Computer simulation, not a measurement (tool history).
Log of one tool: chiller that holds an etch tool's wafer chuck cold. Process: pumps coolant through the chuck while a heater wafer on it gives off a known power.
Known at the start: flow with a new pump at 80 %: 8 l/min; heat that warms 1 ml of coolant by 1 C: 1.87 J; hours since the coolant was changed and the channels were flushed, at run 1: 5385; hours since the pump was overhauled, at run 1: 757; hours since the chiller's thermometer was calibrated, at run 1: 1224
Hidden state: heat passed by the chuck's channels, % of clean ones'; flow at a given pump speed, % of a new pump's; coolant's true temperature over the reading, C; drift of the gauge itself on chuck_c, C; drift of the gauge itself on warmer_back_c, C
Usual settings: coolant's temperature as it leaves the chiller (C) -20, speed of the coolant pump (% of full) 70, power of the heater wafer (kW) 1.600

run	day	coolant's temperature as it leaves the chiller (C)	speed of the coolant pump (% of full)	power of the heater wafer (kW)	hours since the coolant was changed and the channels were flushed	hours since the pump was overhauled	hours since the chiller's thermometer was calibrated	chuck's temperature once it has settled (C)	how much warmer the coolant comes back (C)
1	0.000	-20	70	1.600	5385	757	1224	-4.4	7.47
2	1.208	-20	70	1.600	5414	786	1253	-4.3	7.36
3	3.062	-20	70	1.600	5459	830	1298	-4.4	7.40
4	5.333	-20	70	1.600	5513	885	1353	-4.2	7.41
5	7.662	-20	70	1.600	5569	941	1408	-4.3	7.41
6	10.183	-20	70	1.600	5630	1001	1469	-4.3	7.44
7	12.829	-28	70	1.600	5693	1065	1532	-12.3	7.45
8	14.575	-18	70	1.600	5735	1107	1574	-2.5	7.49
9	16.762	-18	70	1.600	5788	1159	1627	-2.4	7.40
10	19.179	-18	70	1.600	5845	1217	1685	-2.3	7.47
11	21.771	-18	70	1.600	5908	1279	1747	-2.4	7.40
12	24.596	-17	70	1.600	5976	1347	1815	-1.3	7.44
13	27.421	-17	70	1.600	6043	1415	1883	-1.3	7.41
14	29.775	-17	70	1.600	6100	1471	1939	-1.5	7.46
15	32.567	-17	70	1.600	6167	1538	2006	-1.3	7.52
16	34.850	-17	70	1.600	6222	1593	2061	-1.3	7.41
17	36.158	-20	83	1.600	6253	1625	2092	-6.7	6.20
18	38.746	-20	83	1.600	6315	1687	2154	-6.7	6.21

Run 19 comes next. What will it give?
19	40.179	-20	83	1.600	6349	1721	2189	?	?

{"run 19": {"chuck's temperature once it has settled (C)": -6.5, "how much warmer the coolant comes back (C)": 6.21}}
Without the tool's hidden state the same run would have given chuck's temperature once it has settled (C) -6.5, how much warmer the coolant comes back (C) 6.20.
